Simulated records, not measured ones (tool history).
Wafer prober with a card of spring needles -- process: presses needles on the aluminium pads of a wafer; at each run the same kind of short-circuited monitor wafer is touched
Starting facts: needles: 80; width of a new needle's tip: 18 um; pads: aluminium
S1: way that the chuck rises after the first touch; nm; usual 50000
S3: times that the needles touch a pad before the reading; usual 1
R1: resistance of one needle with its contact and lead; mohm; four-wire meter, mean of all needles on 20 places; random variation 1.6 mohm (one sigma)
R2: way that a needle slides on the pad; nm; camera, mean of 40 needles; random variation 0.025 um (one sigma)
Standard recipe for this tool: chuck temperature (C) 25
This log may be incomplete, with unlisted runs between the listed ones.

run 1 day=0 | S1=50000 chuck_temperature_(C)=25 S3=1 | R1=171 R2=9410
-- day=0.158 tips cleaned on abrasive film
-- day=0.475 tips cleaned on abrasive film
-- day=0.788 tips cleaned on abrasive film
-- day=1.104 tips cleaned on abrasive film
run 2 day=1.117 | S1=65000 chuck_temperature_(C)=25 S3=1 | R1=152 R2=12200
-- day=1.429 tips cleaned on abrasive film
-- day=1.746 tips cleaned on abrasive film
-- day=2.058 tips cleaned on abrasive film
run 3 day=2.112 | S1=65000 chuck_temperature_(C)=25 S3=1 | R1=155 R2=12140
-- day=2.429 tips cleaned on abrasive film
-- day=2.742 tips cleaned on abrasive film
-- day=3.058 tips cleaned on abrasive film
-- day=3.45 tips cleaned on abrasive film
-- day=3.842 tips cleaned on abrasive film
-- day=4.233 tips cleaned on abrasive film
run 4 day=4.233 | S1=50000 chuck_temperature_(C)=25 S3=1 | R1=156 R2=9210
-- day=4.312 tips cleaned on abrasive film, once more
-- day=4.629 tips cleaned on abrasive film
-- day=4.942 tips cleaned on abrasive film
-- day=5.258 tips cleaned on abrasive film
run 5 day=5.438 | S1=50000 chuck_temperature_(C)=25 S3=1 | R1=173 R2=9160
-- day=5.596 tips cleaned on abrasive film
-- day=5.908 tips cleaned on abrasive film
-- day=6.225 tips cleaned on abrasive film
-- day=6.312 height of the first contact set anew
-- day=6.55 tips cleaned on abrasive film
-- day=6.867 tips cleaned on abrasive film
run 6 day=7.05 | S1=50000 chuck_temperature_(C)=25 S3=1 | R1=172 R2=9540
-- day=7.212 tips cleaned on abrasive film
-- day=7.525 tips cleaned on abrasive film
-- day=7.917 tips cleaned on abrasive film
-- day=8.233 tips cleaned on abrasive film
-- day=8.546 tips cleaned on abrasive film
-- day=8.862 tips cleaned on abrasive film
-- day=9.175 tips cleaned on abrasive film
run 7 day=9.183 | S1=66000 chuck_temperature_(C)=25 S3=1 | R1=153 R2=12540
-- day=9.5 tips cleaned on abrasive film
-- day=9.812 tips cleaned on abrasive film
-- day=10.204 tips cleaned on abrasive film
-- day=10.521 tips cleaned on abrasive film
-- day=10.833 tips cleaned on abrasive film
run 8 day=10.954 | S1=50000 chuck_temperature_(C)=25 S3=1 | R1=168 R2=9440
-- day=11.192 tips cleaned on abrasive film
-- day=11.508 tips cleaned on abrasive film
-- day=11.9 tips cleaned on abrasive film
run 9 day=12.021 | S1=50000 chuck_temperature_(C)=25 S3=1 | R1=169 R2=9400
-- day=12.258 tips cleaned on abrasive film
-- day=12.571 tips cleaned on abrasive film
-- day=12.888 tips cleaned on abrasive film
run 10 day=13.104 | S1=50000 chuck_temperature_(C)=55 S3=1 | R1=180 R2=9380
-- day=13.267 tips cleaned on abrasive film
-- day=13.658 tips cleaned on abrasive film
-- day=13.971 tips cleaned on abrasive film
-- day=14.288 tips cleaned on abrasive film
-- day=14.6 tips cleaned on abrasive film
-- day=14.917 tips cleaned on abrasive film
run 11 day=14.983 | S1=50000 chuck_temperature_(C)=55 S3=1 | R1=169 R2=9240
-- day=15.296 tips cleaned on abrasive film
-- day=15.612 tips cleaned on abrasive film
-- day=15.925 tips cleaned on abrasive film
-- day=16.242 tips cleaned on abrasive film
-- day=16.554 tips cleaned on abrasive film
-- day=16.8 height of the first contact set anew
-- day=16.883 tips cleaned on abrasive film
run 12 day=17.158 | S1=50000 chuck_temperature_(C)=55 S3=1 | R1=181 R2=9590
-- day=17.238 tips cleaned on abrasive film
-- day=17.554 tips cleaned on abrasive film
-- day=17.867 tips cleaned on abrasive film
-- day=18.183 tips cleaned on abrasive film
-- day=18.5 tips cleaned on abrasive film
run 13 day=18.771 | S1=32000 chuck_temperature_(C)=25 S3=2 | R1=192 R2=6100
-- day=18.85 tips cleaned on abrasive film
-- day=19.167 tips cleaned on abrasive film
-- day=19.479 tips cleaned on abrasive film
-- day=19.796 tips cleaned on abrasive film
run 14 day=19.912 | S1=63000 chuck_temperature_(C)=44 S3=3 | R1=155 R2=12000
-- day=20.15 tips cleaned on abrasive film
-- day=20.467 tips cleaned on abrasive film
-- day=20.779 tips cleaned on abrasive film
-- day=21.096 tips cleaned on abrasive film
-- day=21.408 tips cleaned on abrasive film
-- day=21.725 tips cleaned on abrasive film
run 15 day=21.754 | S1=63000 chuck_temperature_(C)=44 S3=3 | R1=154 R2=11880
-- day=22.067 tips cleaned on abrasive film
-- day=22.383 tips cleaned on abrasive film
-- day=22.696 tips cleaned on abrasive film
-- day=23.012 tips cleaned on abrasive film
run 16 day=23.121 | S1=45000 chuck_temperature_(C)=58 S3=1 | R1=177 R2=8350
-- day=23.358 tips cleaned on abrasive film
-- day=23.671 tips cleaned on abrasive film
-- day=23.988 tips cleaned on abrasive film
-- day=24.379 tips cleaned on abrasive film
-- day=24.696 tips cleaned on abrasive film
-- day=25.008 tips cleaned on abrasive film
run 17 day=25.212 | S1=35000 chuck_temperature_(C)=95 S3=1 | R1=212 R2=6370
-- day=25.371 tips cleaned on abrasive film
-- day=25.688 tips cleaned on abrasive film
-- day=26.079 tips cleaned on abrasive film
-- day=26.471 tips cleaned on abrasive film
-- day=26.788 tips cleaned on abrasive film
-- day=27.1 tips cleaned on abrasive film
run 18 day=27.1 | S1=39000 chuck_temperature_(C)=27 S3=1 | R1=167 R2=7090
-- day=27.258 height of the first contact set anew
-- day=27.496 tips cleaned on abrasive film
-- day=27.808 tips cleaned on abrasive film
-- day=28.125 tips cleaned on abrasive film
-- day=28.517 tips cleaned on abrasive film
-- day=28.908 tips cleaned on abrasive film
run 19 day=29.029 | S1=54000 chuck_temperature_(C)=72 S3=1 | R1=177 R2=10310
-- day=29.267 tips cleaned on abrasive film
-- day=29.658 tips cleaned on abrasive film
-- day=29.975 tips cleaned on abrasive film
-- day=30.296 tips cleaned on abrasive film
run 20 day=30.296 | S1=54000 chuck_temperature_(C)=72 S3=1 | R1=162 R2=10250
-- day=30.688 tips cleaned on abrasive film
-- day=31.004 tips cleaned on abrasive film
-- day=31.396 tips cleaned on abrasive film
-- day=31.708 tips cleaned on abrasive film
-- day=32.025 tips cleaned on abrasive film
-- day=32.417 tips cleaned on abrasive film
run 21 day=32.421 | S1=42000 chuck_temperature_(C)=44 S3=2 | R1=167 R2=7860
-- day=32.738 tips cleaned on abrasive film
-- day=33.05 tips cleaned on abrasive film
-- day=33.367 tips cleaned on abrasive film
-- day=33.679 tips cleaned on abrasive film
-- day=33.996 tips cleaned on abrasive film
-- day=34.308 tips cleaned on abrasive film
run 22 day=34.546 | S1=42000 chuck_temperature_(C)=44 S3=3 | R1=175 R2=7800
-- day=34.625 tips cleaned on abrasive film
-- day=34.942 tips cleaned on abrasive film
-- day=35.333 tips cleaned on abrasive film
-- day=35.646 tips cleaned on abrasive film
-- day=35.962 tips cleaned on abrasive film
run 23 day=36.267 | S1=42000 chuck_temperature_(C)=44 S3=3 | R1=176 R2=7680
-- day=36.346 tips cleaned on abrasive film
-- day=36.662 tips cleaned on abrasive film
-- day=36.975 tips cleaned on abrasive film
-- day=37.292 tips cleaned on abrasive film
-- day=37.604 tips cleaned on abrasive film
-- day=37.696 height of the first contact set anew
-- day=37.933 tips cleaned on abrasive film
run 24 day=37.95 | S1=50000 chuck_temperature_(C)=72 S3=1 | R1=169 R2=9580

What if the next run were any one of these 3? Each begins from the tool's condition after run 24:
-- day=38.267 tips cleaned on abrasive film
-- day=38.583 tips cleaned on abrasive film
-- day=38.896 tips cleaned on abrasive film
-- day=39.212 tips cleaned on abrasive film
-- day=39.525 tips cleaned on abrasive film
run A day=39.796 | S1=50000 chuck_temperature_(C)=84 S3=1 | R1=? R2=?
-- day=38.267 tips cleaned on abrasive film
-- day=38.583 tips cleaned on abrasive film
-- day=38.896 tips cleaned on abrasive film
-- day=39.212 tips cleaned on abrasive film
-- day=39.525 tips cleaned on abrasive film
run B day=39.796 | S1=48000 chuck_temperature_(C)=28 S3=1 | R1=? R2=?
-- day=38.267 tips cleaned on abrasive film
-- day=38.583 tips cleaned on abrasive film
-- day=38.896 tips cleaned on abrasive film
-- day=39.212 tips cleaned on abrasive film
-- day=39.525 tips cleaned on abrasive film
run C day=39.796 | S1=50000 chuck_temperature_(C)=56 S3=1 | R1=? R2=?

run=A R1=190 R2=9530
run=B R1=182 R2=9100
run=C R1=184 R2=9510
Without the tool's unlogged condition, the same runs would have read:
run=A R1=163 R2=9610
run=B R1=152 R2=9180
run=C R1=157 R2=9590
